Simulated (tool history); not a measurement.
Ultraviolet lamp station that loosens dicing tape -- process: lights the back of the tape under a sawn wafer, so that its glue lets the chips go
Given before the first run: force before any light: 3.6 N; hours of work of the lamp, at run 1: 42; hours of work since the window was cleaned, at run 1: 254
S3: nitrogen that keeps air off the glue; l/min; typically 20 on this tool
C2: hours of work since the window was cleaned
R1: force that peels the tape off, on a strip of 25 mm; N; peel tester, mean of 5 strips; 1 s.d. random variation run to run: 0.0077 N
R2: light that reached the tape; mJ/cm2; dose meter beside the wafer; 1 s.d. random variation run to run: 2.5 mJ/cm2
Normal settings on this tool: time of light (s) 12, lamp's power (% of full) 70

{"run": 1, "hour": 0.0, "time of light (s)": 12, "lamp's power (% of full)": 70, "S3": 20, "hours of work of the lamp": 42, "C2": 254, "R1": 0.362, "R2": 269}
{"run": 2, "hour": 7.3, "time of light (s)": 12, "lamp's power (% of full)": 70, "S3": 20, "hours of work of the lamp": 45, "C2": 257, "R1": 0.374, "R2": 270}
{"run": 3, "hour": 14.5, "time of light (s)": 21, "lamp's power (% of full)": 70, "S3": 20, "hours of work of the lamp": 49, "C2": 261, "R1": 0.176, "R2": 473}
{"run": 4, "hour": 23.6, "time of light (s)": 12, "lamp's power (% of full)": 70, "S3": 14, "hours of work of the lamp": 53, "C2": 265, "R1": 0.422, "R2": 272}
{"run": 5, "hour": 32.8, "time of light (s)": 12, "lamp's power (% of full)": 70, "S3": 14, "hours of work of the lamp": 57, "C2": 269, "R1": 0.421, "R2": 273}
{"run": 6, "hour": 39.8, "time of light (s)": 20, "lamp's power (% of full)": 70, "S3": 20, "hours of work of the lamp": 61, "C2": 273, "R1": 0.181, "R2": 446}
{"run": 7, "hour": 45.1, "time of light (s)": 20, "lamp's power (% of full)": 70, "S3": 20, "hours of work of the lamp": 63, "C2": 275, "R1": 0.181, "R2": 447}
{"run": 8, "hour": 51.2, "time of light (s)": 12, "lamp's power (% of full)": 70, "S3": 20, "hours of work of the lamp": 66, "C2": 278, "R1": 0.366, "R2": 271}
{"run": 9, "hour": 56.4, "time of light (s)": 12, "lamp's power (% of full)": 70, "S3": 20, "hours of work of the lamp": 69, "C2": 281, "R1": 0.359, "R2": 265}
{"run": 10, "hour": 65.6, "time of light (s)": 12, "lamp's power (% of full)": 70, "S3": 20, "hours of work of the lamp": 73, "C2": 285, "R1": 0.381, "R2": 271}
{"run": 11, "hour": 74.2, "time of light (s)": 12, "lamp's power (% of full)": 70, "S3": 17, "hours of work of the lamp": 77, "C2": 289, "R1": 0.41, "R2": 267}
{"run": 12, "hour": 81.7, "time of light (s)": 12, "lamp's power (% of full)": 70, "S3": 20, "hours of work of the lamp": 81, "C2": 293, "R1": 0.389, "R2": 263}
{"run": 13, "hour": 86.2, "time of light (s)": 12, "lamp's power (% of full)": 70, "S3": 6, "hours of work of the lamp": 83, "C2": 295, "R1": 0.61, "R2": 263}
{"run": 14, "hour": 94.7, "time of light (s)": 12, "lamp's power (% of full)": 69, "S3": 6, "hours of work of the lamp": 87, "C2": 299, "R1": 0.635, "R2": 258}
{"run": 15, "hour": 101.1, "time of light (s)": 12, "lamp's power (% of full)": 69, "S3": 6, "hours of work of the lamp": 90, "C2": 302, "R1": 0.672, "R2": 262}
{"run": 16, "hour": 108.8, "time of light (s)": 12, "lamp's power (% of full)": 69, "S3": 6, "hours of work of the lamp": 94, "C2": 306, "R1": 0.652, "R2": 257}
{"run": 17, "hour": 115.4, "time of light (s)": 12, "lamp's power (% of full)": 69, "S3": 6, "hours of work of the lamp": 97, "C2": 309, "R1": 0.656, "R2": 259}
{"run": 18, "hour": 119.9, "time of light (s)": 12, "lamp's power (% of full)": 69, "S3": 37, "hours of work of the lamp": 99, "C2": 311, "R1": 0.338, "R2": 257}
{"run": 19, "hour": 129.0, "time of light (s)": 12, "lamp's power (% of full)": 69, "S3": 37, "hours of work of the lamp": 104, "C2": 316, "R1": 0.331, "R2": 260}
{"run": 20, "hour": 136.0, "time of light (s)": 12, "lamp's power (% of full)": 70, "S3": 25, "hours of work of the lamp": 107, "C2": 319, "R1": 0.358, "R2": 258}
{"run": 21, "hour": 141.0, "time of light (s)": 20, "lamp's power (% of full)": 70, "S3": 20, "hours of work of the lamp": 109, "C2": 321, "R1": 0.187, "R2": 431}
{"run": 22, "hour": 148.7, "time of light (s)": 20, "lamp's power (% of full)": 70, "S3": 20, "hours of work of the lamp": 113, "C2": 325, "R1": 0.196, "R2": 430}
{"run": 23, "hour": 155.1, "time of light (s)": 8, "lamp's power (% of full)": 64, "S3": 13, "hours of work of the lamp": 116, "C2": 328, "R1": 0.969, "R2": 158}
{"run": 24, "hour": 159.3, "time of light (s)": 15, "lamp's power (% of full)": 70, "S3": 20, "hours of work of the lamp": 118, "C2": 330, "R1": 0.282, "R2": 322}
{"run": 25, "hour": 163.1, "time of light (s)": 15, "lamp's power (% of full)": 70, "S3": 20, "hours of work of the lamp": 120, "C2": 332, "R1": 0.281, "R2": 318}
{"run": 26, "hour": 168.8, "time of light (s)": 15, "lamp's power (% of full)": 70, "S3": 20, "hours of work of the lamp": 123, "C2": 335, "R1": 0.273, "R2": 318}
{"run": 27, "hour": 176.3, "time of light (s)": 10, "lamp's power (% of full)": 97, "S3": 12, "hours of work of the lamp": 126, "C2": 338, "R1": 0.378, "R2": 292}
{"hour": 177.4, "done": "window cleaned of glue's vapour"}
{"run": 28, "hour": 185.4, "time of light (s)": 20, "lamp's power (% of full)": 65, "S3": 39, "hours of work of the lamp": 130, "C2": 4, "R1": 0.186, "R2": 385}
{"run": 29, "hour": 193.4, "time of light (s)": 19, "lamp's power (% of full)": 100, "S3": 16, "hours of work of the lamp": 134, "C2": 8, "R1": 0.167, "R2": 546}
{"run": 30, "hour": 199.4, "time of light (s)": 19, "lamp's power (% of full)": 100, "S3": 16, "hours of work of the lamp": 137, "C2": 11, "R1": 0.161, "R2": 546}
{"run": 31, "hour": 208.6, "time of light (s)": 13, "lamp's power (% of full)": 87, "S3": 32, "hours of work of the lamp": 141, "C2": 15, "R1": 0.241, "R2": 328}
{"run": 32, "hour": 213.9, "time of light (s)": 23, "lamp's power (% of full)": 80, "S3": 40, "hours of work of the lamp": 144, "C2": 17, "R1": 0.145, "R2": 526}
{"hour": 221.8, "done": "window cleaned of glue's vapour, once more"}
{"run": 33, "hour": 222.9, "time of light (s)": 23, "lamp's power (% of full)": 80, "S3": 40, "hours of work of the lamp": 148, "C2": 1, "R1": 0.155, "R2": 622}
{"run": 34, "hour": 227.7, "time of light (s)": 23, "lamp's power (% of full)": 80, "S3": 40, "hours of work of the lamp": 150, "C2": 3, "R1": 0.144, "R2": 623}
{"run": 35, "hour": 233.7, "time of light (s)": 21, "lamp's power (% of full)": 80, "S3": 24, "hours of work of the lamp": 153, "C2": 6, "R1": 0.154, "R2": 565}
{"run": 36, "hour": 239.7, "time of light (s)": 13, "lamp's power (% of full)": 74, "S3": 22, "hours of work of the lamp": 156, "C2": 9, "R1": 0.261, "R2": 319}
{"run": 37, "hour": 244.0, "time of light (s)": 13, "lamp's power (% of full)": 74, "S3": 22, "hours of work of the lamp": 158, "C2": 11, "R1": 0.265, "R2": 322}
{"run": 38, "hour": 248.0, "time of light (s)": 14, "lamp's power (% of full)": 70, "S3": 20, "hours of work of the lamp": 160, "C2": 12, "R1": 0.262, "R2": 329}
{"run": 39, "hour": 254.7, "time of light (s)": 14, "lamp's power (% of full)": 70, "S3": 20, "hours of work of the lamp": 163, "C2": 16, "R1": 0.255, "R2": 328}
{"run": 40, "hour": 260.2, "time of light (s)": 12, "lamp's power (% of full)": 70, "S3": 8, "hours of work of the lamp": 166, "C2": 18, "R1": 0.513, "R2": 282}
{"run": 41, "hour": 268.4, "time of light (s)": 12, "lamp's power (% of full)": 70, "S3": 8, "hours of work of the lamp": 170, "C2": 22, "R1": 0.518, "R2": 278}
{"run": 42, "hour": 273.4, "time of light (s)": 7, "lamp's power (% of full)": 70, "S3": 8, "hours of work of the lamp": 172, "C2": 25, "R1": 1.084, "R2": 161}
{"run": 43, "hour": 282.5, "time of light (s)": 10, "lamp's power (% of full)": 70, "S3": 13, "hours of work of the lamp": 177, "C2": 29, "R1": 0.559, "R2": 229}

Results for each run, recomputed without the tool's hidden state and with each run's random variation untouched:
Hidden state at play: lamp's light, % of a new lamp's; light that the window lets through, % of a clean one's; drift of the gauge itself on peel_n, %; drift of the gauge itself on dose_mj_cm2, %.
run=1 R1=0.297 R2=305
run=2 R1=0.305 R2=306
run=3 R1=0.163 R2=538
run=4 R1=0.341 R2=310
run=5 R1=0.336 R2=312
run=6 R1=0.164 R2=512
run=7 R1=0.164 R2=514
run=8 R1=0.29 R2=313
run=9 R1=0.284 R2=307
run=10 R1=0.299 R2=314
run=11 R1=0.32 R2=311
run=12 R1=0.303 R2=307
run=13 R1=0.476 R2=308
run=14 R1=0.494 R2=304
run=15 R1=0.521 R2=308
run=16 R1=0.502 R2=304
run=17 R1=0.503 R2=307
run=18 R1=0.26 R2=305
run=19 R1=0.251 R2=309
run=20 R1=0.267 R2=308
run=21 R1=0.163 R2=516
run=22 R1=0.171 R2=517
run=23 R1=0.756 R2=190
run=24 R1=0.218 R2=388
run=25 R1=0.216 R2=385
run=26 R1=0.208 R2=385
run=27 R1=0.274 R2=355
run=28 R1=0.158 R2=487
run=29 R1=0.155 R2=693
run=30 R1=0.148 R2=696
run=31 R1=0.183 R2=419
run=32 R1=0.139 R2=674
run=33 R1=0.153 R2=677
run=34 R1=0.143 R2=679
run=35 R1=0.151 R2=618
run=36 R1=0.228 R2=350
run=37 R1=0.231 R2=353
run=38 R1=0.228 R2=362
run=39 R1=0.221 R2=362
run=40 R1=0.436 R2=312
run=41 R1=0.439 R2=308
run=42 R1=0.957 R2=179
run=43 R1=0.469 R2=255
